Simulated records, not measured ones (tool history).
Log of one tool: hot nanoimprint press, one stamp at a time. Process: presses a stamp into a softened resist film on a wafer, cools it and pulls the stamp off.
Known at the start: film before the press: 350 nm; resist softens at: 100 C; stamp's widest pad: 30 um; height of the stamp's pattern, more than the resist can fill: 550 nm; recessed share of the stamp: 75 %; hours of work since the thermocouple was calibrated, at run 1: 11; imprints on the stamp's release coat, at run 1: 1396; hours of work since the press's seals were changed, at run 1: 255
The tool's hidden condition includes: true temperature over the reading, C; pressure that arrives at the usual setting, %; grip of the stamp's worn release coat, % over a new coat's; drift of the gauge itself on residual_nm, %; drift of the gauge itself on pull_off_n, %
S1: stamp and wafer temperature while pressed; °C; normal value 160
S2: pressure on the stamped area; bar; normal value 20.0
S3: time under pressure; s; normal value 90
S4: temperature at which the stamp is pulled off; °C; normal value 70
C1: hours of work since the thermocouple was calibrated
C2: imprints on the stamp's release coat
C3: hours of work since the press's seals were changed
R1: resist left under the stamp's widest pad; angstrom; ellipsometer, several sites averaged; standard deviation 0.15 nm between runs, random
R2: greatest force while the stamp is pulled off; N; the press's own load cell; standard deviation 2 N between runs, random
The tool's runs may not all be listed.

run	day	S1	S2	S3	S4	C1	C2	C3	R1	R2
1	0.000	160	20.0	90	70	11	1396	255	2006	114
2	0.583	160	20.0	90	70	20	1463	263	2003	108
3	1.021	160	20.0	90	70	26	1513	270	2004	112
4	1.450	160	20.0	90	70	33	1563	276	2001	109
5	2.021	160	20.0	140	70	41	1629	285	1726	105
6	2.571	160	20.0	90	70	50	1693	293	1999	110
7	3.221	160	20.0	90	70	59	1768	302	1997	111
8	3.642	169	20.0	90	70	65	1817	309	1461	112
9	3.921	169	20.0	90	70	70	1849	313	1459	109
# day 4.533: stamp cleaned and given a new release coat
10	4.825	169	20.0	90	70	79	34	323	1457	110
11	5.129	169	20.0	90	70	84	69	327	1455	108
12	5.642	160	20.0	90	70	92	128	335	1992	106
13	6.067	160	20.0	69	70	98	178	341	2154	111
14	6.700	160	20.0	50	70	107	251	351	2354	110
15	7.067	160	20.0	90	70	113	293	356	1988	110
16	7.558	160	20.0	90	70	120	350	363	1987	109
17	8.017	153	28.7	90	70	127	403	370	2195	112
18	8.629	150	27.8	106	62	136	474	379	2344	124
19	8.912	160	20.0	56	70	140	507	383	2275	107
20	9.204	165	12.5	101	76	144	540	388	1967	104
21	9.817	165	12.5	101	76	154	611	397	1962	102
22	10.392	153	12.5	79	76	162	678	405	2844	101
23	10.658	165	21.0	135	76	166	709	409	1400	102
24	11.012	165	30.6	135	69	171	750	415	1156	113
25	11.504	165	30.6	135	69	179	806	422	1158	112
26	12.133	162	29.6	108	69	188	879	431	1443	113
27	12.554	160	20.0	67	55	194	928	438	2153	131
28	12.921	160	29.3	90	70	200	970	443	1672	109
29	13.475	156	15.6	90	70	208	1034	451	2435	113

Below are 3 alternative next runs, each starting from the tool's condition after run 29. Predict each:
A	14.096	156	15.6	159	70	217	1107	461	?	?
B	14.096	156	27.1	86	60	217	1107	461	?	?
C	14.096	156	15.6	121	70	217	1107	461	?	?

run	R1	R2
A	2088	113
B	2028	123
C	2256	108
With no hidden state in the tool, these same runs would have given:
run	R1	R2
A	2129	112
B	2068	122
C	2301	108

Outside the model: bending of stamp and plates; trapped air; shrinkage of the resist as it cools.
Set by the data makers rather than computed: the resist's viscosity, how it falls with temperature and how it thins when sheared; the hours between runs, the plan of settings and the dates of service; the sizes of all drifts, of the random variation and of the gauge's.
